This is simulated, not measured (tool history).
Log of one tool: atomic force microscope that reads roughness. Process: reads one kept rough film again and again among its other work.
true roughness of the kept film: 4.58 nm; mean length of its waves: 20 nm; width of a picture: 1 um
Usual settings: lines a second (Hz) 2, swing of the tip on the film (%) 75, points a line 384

run	hour	lines a second (Hz)	swing of the tip on the film (%)	points a line	roughness of the kept film (nm (root mean square))
1	0	2	75	384	2.262
2	43.1	2	75	384	2.026
3	96.7	0.7	75	384	1.89
# hour 112.5: new tip fitted
4	126.6	0.7	75	384	3.125
5	179.4	0.7	75	384	2.646
6	219.1	1.59	75	384	2.297
7	256.8	2	87	384	1.909
8	296.5	2	87	384	1.748
# hour 321.2: new tip fitted
9	339.8	0.7	75	384	3.019
10	383.3	0.7	75	384	2.597
11	409	0.7	75	384	2.372
12	439.5	1.35	75	539	2.157
# hour 451.8: height scale calibrated on a step standard
13	490.5	2	59	909	2.014
# hour 531.3: new tip fitted
14	543.3	2	59	909	3.202
15	574.5	2	81	1005	2.692
16	611.9	2	79	384	2.411
17	656.2	1.14	72	532	2.28
18	705.2	1.14	60	727	2.054
19	734	2	83	384	1.726
# hour 741.1: new tip fitted
20	777.2	1.04	56	745	2.965
21	810.7	1.07	56	891	2.635
22	850.1	1.07	56	891	2.361

4 ways to go on from here, each from the tool as it stands after run 22. What would each give?
A	883.3	0.51	75	384	?
B	883.3	1.43	56	891	?
C	883.3	2	75	873	?
D	883.3	2	75	262	?

run	roughness of the kept film (nm (root mean square))
A	2.135
B	2.162
C	2.032
D	1.952
Without the tool's hidden state the same runs would have given:
run	roughness of the kept film (nm (root mean square))
A	3.379
B	3.427
C	3.218
D	3.094

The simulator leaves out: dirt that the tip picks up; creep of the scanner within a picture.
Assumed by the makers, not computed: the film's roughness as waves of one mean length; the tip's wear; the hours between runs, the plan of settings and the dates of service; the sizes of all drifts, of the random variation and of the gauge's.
